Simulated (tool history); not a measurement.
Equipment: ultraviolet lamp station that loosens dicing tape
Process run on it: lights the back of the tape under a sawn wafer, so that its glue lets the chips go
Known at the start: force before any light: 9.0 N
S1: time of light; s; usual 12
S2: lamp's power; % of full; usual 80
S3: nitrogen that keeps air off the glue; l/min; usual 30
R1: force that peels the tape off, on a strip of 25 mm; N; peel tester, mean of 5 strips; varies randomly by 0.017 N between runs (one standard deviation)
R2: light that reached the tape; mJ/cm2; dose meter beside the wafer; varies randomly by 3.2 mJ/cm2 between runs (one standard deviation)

run,hour,S1,S2,S3,R1,R2
1,0.0,12,80,30,1.488,359
2,45.3,13,80,30,1.389,374
3,70.8,13,80,12,2.148,363
4,91.3,12,80,30,1.778,329
5,125.3,12,80,30,1.849,317
6,147.1,12,80,30,1.904,306
7,181.1,12,80,30,1.984,299
8,225.6,12,80,30,2.160,284
# hour 250.4: window cleaned of glue's vapour
9,253.6,12,80,30,1.681,343
10,282.8,7,80,30,3.331,191
11,303.0,12,80,30,1.765,327
12,334.0,12,80,30,1.963,314
13,361.7,6,80,30,4.132,153
14,394.1,12,80,30,2.133,295
15,435.7,12,80,30,2.178,281
# hour 464.4: lamp changed
16,475.5,12,80,47,0.936,434
17,503.5,12,80,47,0.968,423
18,533.3,12,81,24,1.293,418
# hour 548.6: window cleaned of glue's vapour
19,573.7,12,81,22,1.045,484
20,594.7,12,75,39,0.928,443
21,641.8,17,70,16,0.940,567
22,683.0,17,70,16,1.003,535
23,725.3,19,80,50,0.369,663
24,771.8,19,80,50,0.445,631
25,794.4,24,80,54,0.291,772
26,826.1,24,80,54,0.305,750
# hour 847.9: window cleaned of glue's vapour
27,858.7,17,80,12,0.845,621
28,895.3,17,80,12,0.977,600
29,928.4,8,91,48,1.635,317
30,974.6,8,91,48,1.728,300
31,1015.2,8,91,48,1.882,289
32,1055.5,8,75,48,2.573,224
33,1085.0,7,79,9,4.228,205

Consider 3 possible next runs. They are alternatives, not a sequence: every one starts from the tool as it was left by run 33. What does each give?
A,1106.7,7,79,36,?,?
B,1106.7,9,65,53,?,?
C,1106.7,7,80,12,?,?

run,R1,R2
A,3.146,199
B,2.763,211
C,4.133,202
Take away the tool's hidden state, keep each run's random variation, and the runs would have read:
run,R1,R2
A,1.947,294
B,1.608,313
C,2.853,300
